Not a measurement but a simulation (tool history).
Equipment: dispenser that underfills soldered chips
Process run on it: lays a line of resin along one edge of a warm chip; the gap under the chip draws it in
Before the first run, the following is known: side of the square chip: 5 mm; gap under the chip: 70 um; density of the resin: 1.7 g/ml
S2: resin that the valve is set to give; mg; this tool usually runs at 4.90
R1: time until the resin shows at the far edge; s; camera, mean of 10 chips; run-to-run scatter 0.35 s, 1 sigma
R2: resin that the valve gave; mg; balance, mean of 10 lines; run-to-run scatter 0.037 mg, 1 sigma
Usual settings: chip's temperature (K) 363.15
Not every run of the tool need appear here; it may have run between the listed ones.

Run 1, day 0.000: usual settings. Result: R1 34.9 s, R2 4.69 mg.
At day 0.067: new syringe of resin.
Run 2, day 0.146: usual settings. Result: R1 20.7 s, R2 4.66 mg.
Run 3, day 0.408: usual settings. Result: R1 30.8 s, R2 4.62 mg.
At day 0.546: new syringe of resin.
Run 4, day 0.583: usual settings. Result: R1 19.0 s, R2 4.60 mg.
Run 5, day 0.708: usual settings but S2 5.75 mg. Result: R1 23.6 s, R2 5.39 mg.
Run 6, day 0.950: usual settings but S2 5.75 mg. Result: R1 32.8 s, R2 5.39 mg.
At day 1.038: new syringe of resin.
Run 7, day 1.229: usual settings but S2 5.75 mg. Result: R1 23.1 s, R2 5.48 mg.
At day 1.467: dispensing valve cleaned and set on the balance.
Run 8, day 1.517: usual settings. Result: R1 35.3 s, R2 4.94 mg.
At day 1.567: new syringe of resin.
Run 9, day 1.704: usual settings but S2 4.37 mg. Result: R1 23.2 s, R2 4.35 mg.
Run 10, day 1.954: usual settings but S2 4.37 mg. Result: R1 34.5 s, R2 4.38 mg.
At day 2.050: new syringe of resin.
Run 11, day 2.192: usual settings but S2 4.37 mg. Result: R1 22.9 s, R2 4.30 mg.
Run 12, day 2.354: usual settings but S2 5.28 mg. Result: R1 29.0 s, R2 5.21 mg.
At day 2.525: new syringe of resin.
Run 13, day 2.533: usual settings. Result: R1 18.2 s, R2 4.84 mg.
Run 14, day 2.742: usual settings. Result: R1 24.6 s, R2 4.85 mg.
Run 15, day 2.971: usual settings. Result: R1 34.9 s, R2 4.81 mg.
At day 3.004: new syringe of resin.
Run 16, day 3.112: usual settings. Result: R1 21.3 s, R2 4.88 mg.
Run 17, day 3.304: usual settings. Result: R1 27.9 s, R2 4.73 mg.
At day 3.479: new syringe of resin.
Run 18, day 3.479: usual settings but chip's temperature (K) 366.15. Result: R1 15.1 s, R2 4.88 mg.
Run 19, day 3.596: usual settings but chip's temperature (K) 352.15. Result: R1 35.3 s, R2 4.75 mg.
Run 20, day 3.808: usual settings but chip's temperature (K) 366.15, S2 4.31 mg. Result: R1 25.9 s, R2 4.19 mg.
At day 3.958: new syringe of resin.
Run 21, day 3.971: usual settings but chip's temperature (K) 377.15, S2 5.85 mg. Result: R1 9.6 s, R2 5.65 mg.
Run 22, day 4.192: usual settings but chip's temperature (K) 377.15, S2 5.85 mg. Result: R1 13.4 s, R2 5.62 mg.
Run 23, day 4.388: usual settings but chip's temperature (K) 377.15, S2 5.85 mg. Result: R1 19.0 s, R2 5.65 mg.
At day 4.438: new syringe of resin.
Run 24, day 4.642: usual settings but S2 5.90 mg. Result: R1 23.3 s, R2 5.68 mg.
Run 25, day 4.775: usual settings but chip's temperature (K) 372.15, S2 5.15 mg. Result: R1 19.4 s, R2 4.92 mg.
At day 4.933: new syringe of resin.
Run 26, day 5.025: usual settings but chip's temperature (K) 372.15, S2 5.15 mg. Result: R1 13.1 s, R2 4.98 mg.
Run 27, day 5.196: usual settings but chip's temperature (K) 362.15, S2 4.83 mg. Result: R1 27.8 s, R2 4.61 mg.
At day 5.421: new syringe of resin.
Run 28, day 5.433: usual settings but chip's temperature (K) 362.15, S2 4.83 mg. Result: R1 18.9 s, R2 4.54 mg.
Run 29, day 5.588: usual settings but chip's temperature (K) 362.15, S2 4.83 mg. Result: R1 24.2 s, R2 4.60 mg.
Run 30, day 5.708: usual settings but chip's temperature (K) 376.15, S2 4.28 mg. Result: R1 15.4 s, R2 3.99 mg.
At day 5.917: new syringe of resin.
Run 31, day 5.983: usual settings but chip's temperature (K) 355.15, S2 4.41 mg. Result: R1 28.7 s, R2 4.08 mg.
Run 32, day 6.150: usual settings but chip's temperature (K) 351.15, S2 4.95 mg. Result: R1 45.2 s, R2 4.66 mg.
At day 6.388: new syringe of resin.
At day 6.429: dispensing valve cleaned and set on the balance.
Run 33, day 6.433: usual settings but chip's temperature (K) 351.15, S2 4.95 mg. Result: R1 30.8 s, R2 4.92 mg.
Run 34, day 6.579: usual settings but chip's temperature (K) 351.15, S2 4.95 mg. Result: R1 38.7 s, R2 4.92 mg.
Run 35, day 6.788: usual settings but chip's temperature (K) 368.15, S2 5.72 mg. Result: R1 24.0 s, R2 5.71 mg.
At day 6.921: new syringe of resin.
Run 36, day 7.025: usual settings but chip's temperature (K) 378.15, S2 5.00 mg. Result: R1 10.5 s, R2 4.96 mg.
Run 37, day 7.288: usual settings but chip's temperature (K) 377.15, S2 5.71 mg. Result: R1 17.1 s, R2 5.62 mg.

Alternative continuations, all from the tool just after run 37; predict every row:
At day 7.400: new syringe of resin.
Run A, day 7.571: usual settings but chip's temperature (K) 354.15, S2 6.18 mg. Result: R1 ?, R2 ?.
At day 7.400: new syringe of resin.
Run B, day 7.571: usual settings but chip's temperature (K) 377.15, S2 4.88 mg. Result: R1 ?, R2 ?.
At day 7.400: new syringe of resin.
Run C, day 7.571: usual settings but chip's temperature (K) 364.15, S2 5.71 mg. Result: R1 ?, R2 ?.

run    R1    R2
  A  34.7  6.12
  B  12.4  4.79
  C  22.0  5.68
Without the tool's hidden state the same runs would have given:
run    R1    R2
  A  27.6  6.21
  B   9.7  4.87
  C  17.6  5.77

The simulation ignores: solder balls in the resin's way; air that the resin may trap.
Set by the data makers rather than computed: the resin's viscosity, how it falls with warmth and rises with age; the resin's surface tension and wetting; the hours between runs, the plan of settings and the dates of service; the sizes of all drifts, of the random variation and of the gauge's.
